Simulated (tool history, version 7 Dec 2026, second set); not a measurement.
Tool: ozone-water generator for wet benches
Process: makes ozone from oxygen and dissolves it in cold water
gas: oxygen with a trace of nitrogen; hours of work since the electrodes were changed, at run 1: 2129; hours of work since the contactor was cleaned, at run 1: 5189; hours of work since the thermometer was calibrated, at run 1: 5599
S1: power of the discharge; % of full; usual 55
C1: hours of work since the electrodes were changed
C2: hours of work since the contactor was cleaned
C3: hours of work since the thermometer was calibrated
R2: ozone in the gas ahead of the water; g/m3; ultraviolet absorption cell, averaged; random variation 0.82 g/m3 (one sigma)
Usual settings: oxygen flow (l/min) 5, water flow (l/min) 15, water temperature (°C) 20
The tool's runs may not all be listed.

{"run": 1, "hour": 0.0, "S1": 55, "oxygen flow (l/min)": 5, "water flow (l/min)": 15, "water temperature (°C)": 20, "C1": 2129, "C2": 5189, "C3": 5599, "dissolved ozone (ppm)": 16, "R2": 125.6}
{"run": 2, "hour": 91.7, "S1": 55, "oxygen flow (l/min)": 5, "water flow (l/min)": 15, "water temperature (°C)": 20, "C1": 2206, "C2": 5265, "C3": 5675, "dissolved ozone (ppm)": 15.8, "R2": 124.8}
{"run": 3, "hour": 218.1, "S1": 55, "oxygen flow (l/min)": 5, "water flow (l/min)": 15, "water temperature (°C)": 20, "C1": 2311, "C2": 5371, "C3": 5780, "dissolved ozone (ppm)": 15.9, "R2": 126.4}
{"run": 4, "hour": 349.1, "S1": 55, "oxygen flow (l/min)": 5, "water flow (l/min)": 15, "water temperature (°C)": 20, "C1": 2420, "C2": 5480, "C3": 5890, "dissolved ozone (ppm)": 15.7, "R2": 123.2}
{"run": 5, "hour": 460.1, "S1": 55, "oxygen flow (l/min)": 5, "water flow (l/min)": 15, "water temperature (°C)": 20, "C1": 2513, "C2": 5573, "C3": 5982, "dissolved ozone (ppm)": 16.1, "R2": 125}
{"hour": 472.6, "done": "water thermometer calibrated"}
{"run": 6, "hour": 582.6, "S1": 55, "oxygen flow (l/min)": 5, "water flow (l/min)": 15, "water temperature (°C)": 20, "C1": 2615, "C2": 5674, "C3": 92, "dissolved ozone (ppm)": 15.9, "R2": 123.5}
{"run": 7, "hour": 759.8, "S1": 55, "oxygen flow (l/min)": 5, "water flow (l/min)": 15, "water temperature (°C)": 20, "C1": 2762, "C2": 5822, "C3": 239, "dissolved ozone (ppm)": 15.9, "R2": 125}
{"run": 8, "hour": 855.6, "S1": 48, "oxygen flow (l/min)": 5, "water flow (l/min)": 15, "water temperature (°C)": 20, "C1": 2842, "C2": 5902, "C3": 319, "dissolved ozone (ppm)": 14, "R2": 107.6}
{"run": 9, "hour": 936.6, "S1": 48, "oxygen flow (l/min)": 5, "water flow (l/min)": 15, "water temperature (°C)": 20, "C1": 2910, "C2": 5969, "C3": 387, "dissolved ozone (ppm)": 14, "R2": 108.9}
{"run": 10, "hour": 1112.3, "S1": 55, "oxygen flow (l/min)": 5, "water flow (l/min)": 15, "water temperature (°C)": 20, "C1": 3056, "C2": 6116, "C3": 533, "dissolved ozone (ppm)": 15.7, "R2": 122}
{"run": 11, "hour": 1196.1, "S1": 79, "oxygen flow (l/min)": 5, "water flow (l/min)": 15, "water temperature (°C)": 20, "C1": 3126, "C2": 6186, "C3": 603, "dissolved ozone (ppm)": 21.6, "R2": 170.2}
{"run": 12, "hour": 1336.7, "S1": 55, "oxygen flow (l/min)": 5, "water flow (l/min)": 15, "water temperature (°C)": 20, "C1": 3243, "C2": 6303, "C3": 720, "dissolved ozone (ppm)": 15.9, "R2": 123.1}
{"run": 13, "hour": 1435.7, "S1": 48, "oxygen flow (l/min)": 5, "water flow (l/min)": 15, "water temperature (°C)": 20, "C1": 3326, "C2": 6385, "C3": 803, "dissolved ozone (ppm)": 13.9, "R2": 107.4}
{"run": 14, "hour": 1584.4, "S1": 48, "oxygen flow (l/min)": 5, "water flow (l/min)": 15, "water temperature (°C)": 20, "C1": 3450, "C2": 6509, "C3": 927, "dissolved ozone (ppm)": 13.8, "R2": 110}
{"run": 15, "hour": 1750.2, "S1": 59, "oxygen flow (l/min)": 4.24, "water flow (l/min)": 10, "water temperature (°C)": 16, "C1": 3588, "C2": 6648, "C3": 1065, "dissolved ozone (ppm)": 22.7, "R2": 139.4}
{"run": 16, "hour": 1928.6, "S1": 59, "oxygen flow (l/min)": 4.24, "water flow (l/min)": 10, "water temperature (°C)": 16, "C1": 3737, "C2": 6796, "C3": 1214, "dissolved ozone (ppm)": 22.4, "R2": 137.7}
{"run": 17, "hour": 2112.2, "S1": 59, "oxygen flow (l/min)": 4.24, "water flow (l/min)": 10, "water temperature (°C)": 16, "C1": 3890, "C2": 6949, "C3": 1367, "dissolved ozone (ppm)": 22.5, "R2": 137.8}
{"run": 18, "hour": 2256.3, "S1": 59, "oxygen flow (l/min)": 4.24, "water flow (l/min)": 10, "water temperature (°C)": 16, "C1": 4010, "C2": 7070, "C3": 1487, "dissolved ozone (ppm)": 22.4, "R2": 137.1}
{"run": 19, "hour": 2384.6, "S1": 64, "oxygen flow (l/min)": 5, "water flow (l/min)": 15, "water temperature (°C)": 12, "C1": 4117, "C2": 7176, "C3": 1594, "dissolved ozone (ppm)": 20, "R2": 137.4}
{"run": 20, "hour": 2550.8, "S1": 64, "oxygen flow (l/min)": 5, "water flow (l/min)": 15, "water temperature (°C)": 12, "C1": 4255, "C2": 7315, "C3": 1732, "dissolved ozone (ppm)": 20, "R2": 137.3}
{"run": 21, "hour": 2640.1, "S1": 90, "oxygen flow (l/min)": 6.18, "water flow (l/min)": 15, "water temperature (°C)": 12, "C1": 4330, "C2": 7390, "C3": 1807, "dissolved ozone (ppm)": 27.1, "R2": 166.5}
{"run": 22, "hour": 2795.3, "S1": 90, "oxygen flow (l/min)": 6.18, "water flow (l/min)": 15, "water temperature (°C)": 12, "C1": 4459, "C2": 7519, "C3": 1936, "dissolved ozone (ppm)": 26.9, "R2": 165.1}
{"run": 23, "hour": 2974.8, "S1": 90, "oxygen flow (l/min)": 6.18, "water flow (l/min)": 15, "water temperature (°C)": 12, "C1": 4609, "C2": 7669, "C3": 2086, "dissolved ozone (ppm)": 26.6, "R2": 166.4}
{"run": 24, "hour": 3090.2, "S1": 62, "oxygen flow (l/min)": 5, "water flow (l/min)": 14, "water temperature (°C)": 15, "C1": 4705, "C2": 7765, "C3": 2182, "dissolved ozone (ppm)": 19, "R2": 132}

Forecast each of these 5 alternatives for the next run:
{"run": "A", "hour": 3237.0, "S1": 62, "oxygen flow (l/min)": 7.06, "water flow (l/min)": 11, "water temperature (°C)": 15, "C1": 4827, "C2": 7887, "C3": 2304, "dissolved ozone (ppm)": "?", "R2": "?"}
{"run": "B", "hour": 3237.0, "S1": 95, "oxygen flow (l/min)": 5, "water flow (l/min)": 15, "water temperature (°C)": 20, "C1": 4827, "C2": 7887, "C3": 2304, "dissolved ozone (ppm)": "?", "R2": "?"}
{"run": "C", "hour": 3237.0, "S1": 62, "oxygen flow (l/min)": 6.57, "water flow (l/min)": 14, "water temperature (°C)": 15, "C1": 4827, "C2": 7887, "C3": 2304, "dissolved ozone (ppm)": "?", "R2": "?"}
{"run": "D", "hour": 3237.0, "S1": 97, "oxygen flow (l/min)": 6.36, "water flow (l/min)": 15, "water temperature (°C)": 20, "C1": 4827, "C2": 7887, "C3": 2304, "dissolved ozone (ppm)": "?", "R2": "?"}
{"run": "E", "hour": 3237.0, "S1": 100, "oxygen flow (l/min)": 5, "water flow (l/min)": 15, "water temperature (°C)": 20, "C1": 4827, "C2": 7887, "C3": 2304, "dissolved ozone (ppm)": "?", "R2": "?"}

run=A dissolved_ozone_(ppm)=21.6 R2=113.7
run=B dissolved_ozone_(ppm)=24 R2=190.5
run=C dissolved_ozone_(ppm)=19.3 R2=117.1
run=D dissolved_ozone_(ppm)=24.7 R2=171.9
run=E dissolved_ozone_(ppm)=25.1 R2=197.3
Without the tool's hidden state the same runs would have given:
run=A dissolved_ozone_(ppm)=24.3 R2=125
run=B dissolved_ozone_(ppm)=28.3 R2=217.7
run=C dissolved_ozone_(ppm)=21.8 R2=128.6
run=D dissolved_ozone_(ppm)=29.2 R2=196.9
run=E dissolved_ozone_(ppm)=29.7 R2=226.4
